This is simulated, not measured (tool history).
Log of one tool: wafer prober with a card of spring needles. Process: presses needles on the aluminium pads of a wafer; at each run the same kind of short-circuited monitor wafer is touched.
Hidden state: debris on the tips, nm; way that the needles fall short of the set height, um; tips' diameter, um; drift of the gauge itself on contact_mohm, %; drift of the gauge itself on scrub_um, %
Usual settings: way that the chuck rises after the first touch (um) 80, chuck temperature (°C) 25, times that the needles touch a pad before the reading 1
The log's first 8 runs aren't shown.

run    hour  way that the chuck rises after the first touch (um)  chuck temperature (°C)  times that the needles touch a pad before the reading  touches since the tips were cleaned  cleanings since the card got new needles  touches since the first contact's height was set  resistance of one needle with its contact and lead (mohm)  way that a needle slides on the pad (um)
      336.7  -- tips cleaned on abrasive film
  9   362.8                                                   80                      25                                                      1                                 6160                                        32                                              9622                                                        201                                     11.96
      375.6  -- tips cleaned on abrasive film
      415.6  -- tips cleaned on abrasive film
 10   418.7                                                   80                      25                                                      1                                  740                                        34                                             22794                                                        195                                     11.92
      455.3  -- tips cleaned on abrasive film
 11   479.1                                                   80                      25                                                      1                                 5638                                        35                                             37061                                                        200                                     11.91
      494.3  -- tips cleaned on abrasive film
 12     516                                                   80                      60                                                      1                                 5128                                        36                                             45746                                                        208                                     11.89
      533.7  -- tips cleaned on abrasive film
 13   549.4                                                   80                      60                                                      1                                 3726                                        37                                             53635                                                        209                                     11.88
      571.5  -- tips cleaned on abrasive film
 14   584.9                                                   71                      60                                                      1                                 3167                                        38                                             61985                                                        205                                     10.51
      612.1  -- tips cleaned on abrasive film
 15   637.4                                                   71                      60                                                      1                                 5975                                        39                                             74371                                                        209                                     10.51
      650.4  -- tips cleaned on abrasive film
 16   670.5                                                   96                      81                                                      2                                 4738                                        40                                             82177                                                        207                                      14.2
        681  -- gauge calibrated
      689.9  -- tips cleaned on abrasive film
 17   710.8                                                   95                      38                                                      3                                 4941                                        41                                             91687                                                        201                                      14.3
      728.8  -- tips cleaned on abrasive film
 18   755.6                                                   70                      96                                                      3                                 6332                                        42                                            102247                                                        217                                     10.55
        771  -- tips cleaned on abrasive film
 19   785.6                                                   76                      52                                                      3                                 3460                                        43                                            109322                                                        205                                     11.42
      808.5  -- tips cleaned on abrasive film
 20   837.6                                                   60                      39                                                      2                                 6861                                        44                                            121577                                                        207                                         9
        849  -- tips cleaned on abrasive film
 21   876.5                                                  100                      26                                                      2                                 6492                                        45                                            130752                                                        199                                     15.02
      886.8  -- tips cleaned on abrasive film
 22     903                                                  100                      26                                                      2                                 3826                                        46                                            137004                                                        195                                        15
      925.4  -- tips cleaned on abrasive film
      961.3  -- height of the first contact set anew
      963.1  -- tips cleaned on abrasive film
 23   963.1                                                   74                      78                                                      2                                    0                                        48                                               384                                                        210                                     11.06
 24   996.9                                                   63                      75                                                      2                                 7996                                        48                                              8380                                                        215                                      9.42
     1001.8  -- tips cleaned on abrasive film
     1040.7  -- tips cleaned on abrasive film
 25  1044.6                                                   74                      27                                                      1                                  915                                        50                                             19602                                                        201                                     11.05
     1081.7  -- tips cleaned on abrasive film
 26  1102.6                                                   74                      27                                                      1                                 4934                                        51                                             33299                                                        198                                     11.03
       1119  -- tips cleaned on abrasive film
 27  1129.1                                                   91                      94                                                      1                                 2386                                        52                                             39539                                                        212                                     13.54
     1158.3  -- tips cleaned on abrasive film
 28  1159.7                                                   82                     119                                                      2                                  345                                        53                                             46755                                                        219                                     12.21
 29  1185.2                                                   93                      25                                                      1                                 6375                                        53                                             52785                                                        195                                     13.81
     1200.3  -- tips cleaned on abrasive film
     1239.1  -- tips cleaned on abrasive film
 30  1239.7                                                   80                      25                                                      1                                  161                                        55                                             65626                                                        198                                     11.87

Forecast each of these 4 alternatives for the next run:
     1279.8  -- tips cleaned on abrasive film
  A  1280.4                                                   80                      33                                                      3                                  151                                        56                                             75222                                                          ?                                         ?
     1279.8  -- tips cleaned on abrasive film
  B  1280.4                                                   78                      25                                                      1                                  151                                        56                                             75222                                                          ?                                         ?
     1279.8  -- tips cleaned on abrasive film
  C  1280.4                                                   80                      25                                                      3                                  151                                        56                                             75222                                                          ?                                         ?
     1279.8  -- tips cleaned on abrasive film
  D  1280.4                                                   94                      58                                                      2                                  151                                        56                                             75222                                                          ?                                         ?

run  resistance of one needle with its contact and lead (mohm)  way that a needle slides on the pad (um)
  A                                                        201                                     11.85
  B                                                        195                                     11.57
  C                                                        202                                     11.84
  D                                                        206                                     13.89
Without the tool's hidden state the same runs would have given:
run  resistance of one needle with its contact and lead (mohm)  way that a needle slides on the pad (um)
  A                                                        201                                     12.08
  B                                                        195                                     11.79
  C                                                        202                                     12.07
  D                                                        206                                     14.17
